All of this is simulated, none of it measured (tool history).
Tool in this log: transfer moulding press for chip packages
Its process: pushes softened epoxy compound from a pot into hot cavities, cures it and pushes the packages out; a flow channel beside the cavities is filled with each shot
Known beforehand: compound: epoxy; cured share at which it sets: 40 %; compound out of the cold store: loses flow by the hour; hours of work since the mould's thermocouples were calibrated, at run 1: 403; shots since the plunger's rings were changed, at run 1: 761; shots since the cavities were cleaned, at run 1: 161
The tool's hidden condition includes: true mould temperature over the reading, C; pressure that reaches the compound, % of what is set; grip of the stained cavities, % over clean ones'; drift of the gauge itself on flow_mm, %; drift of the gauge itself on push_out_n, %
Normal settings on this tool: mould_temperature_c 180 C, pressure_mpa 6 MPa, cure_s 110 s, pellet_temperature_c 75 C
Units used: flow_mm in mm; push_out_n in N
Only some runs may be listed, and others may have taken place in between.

run     day  mould_temperature_c  pressure_mpa  cure_s  pellet_temperature_c  hours of work since the mould's thermocouples were calibrated  shots since the plunger's rings were changed  shots since the cavities were cleaned  incoming compound's hours out of the cold store  flow_mm  push_out_n
  1       0                  180             6     110                    75                                                            403                                           761                                    161                                             39.3      641         271
  2   0.438                  180             6     110                    70                                                            411                                           880                                    280                                             47.7      620         264
  3   1.129                  180             6     110                    70                                                            423                                          1070                                    470                                             33.3      668         279
      1.742  -- cavities cleaned with cleaning compound and waxed
  4   1.971                  180          4.67     110                    75                                                            437                                          1283                                     63                                             12.5      660         275
  5   2.779                  180          4.67     110                    75                                                            451                                          1505                                    285                                             17.7      636         283
  6   3.629                  180             6     110                    75                                                            465                                          1737                                    517                                             47.2      619         272
      4.025  -- cavities cleaned with cleaning compound and waxed
  7   4.104                  180             6     110                    75                                                            473                                          1849                                     21                                               17      728         269
  8   4.712                  180             6     110                    75                                                            483                                          2016                                    188                                             16.9      729         261
  9   5.608                  180             6     110                    75                                                            499                                          2261                                    433                                               14      745         274
      6.317  -- cavities cleaned with cleaning compound and waxed
 10   6.371                  180          4.62     110                    75                                                            511                                          2452                                     14                                               41      561         272
 11     7.2                  180          4.62     110                    75                                                            525                                          2680                                    242                                             43.8      554         266
 12    8.05                  180             6     110                    75                                                            540                                          2912                                    474                                             21.1      710         279
      8.625  -- cavities cleaned with cleaning compound and waxed
 13   8.738                  180          5.04     110                    75                                                            551                                          3083                                     32                                             30.1      617         257
 14   9.208                  180          5.04     110                    75                                                            559                                          3211                                    160                                             27.9      632         282
 15   9.938                  174          5.04     110                    66                                                            572                                          3411                                    360                                             39.5      610         334
 16  10.588                  180          6.76     113                    75                                                            583                                          3589                                    538                                             10.8      806         255

Run 17, settings as shown, results not yet in. Your forecast:
     10.879  -- cavities cleaned with cleaning compound and waxed
 17  11.5                  172          4.82     123                    77                                                            598                                          3821                                    170                                              8.6        ?           ?

{"run 17": {"flow_mm": 714, "push_out_n": 350}}
Minus the tool's unlogged condition, the same run would have read flow_mm 714 mm, push_out_n 349 N.
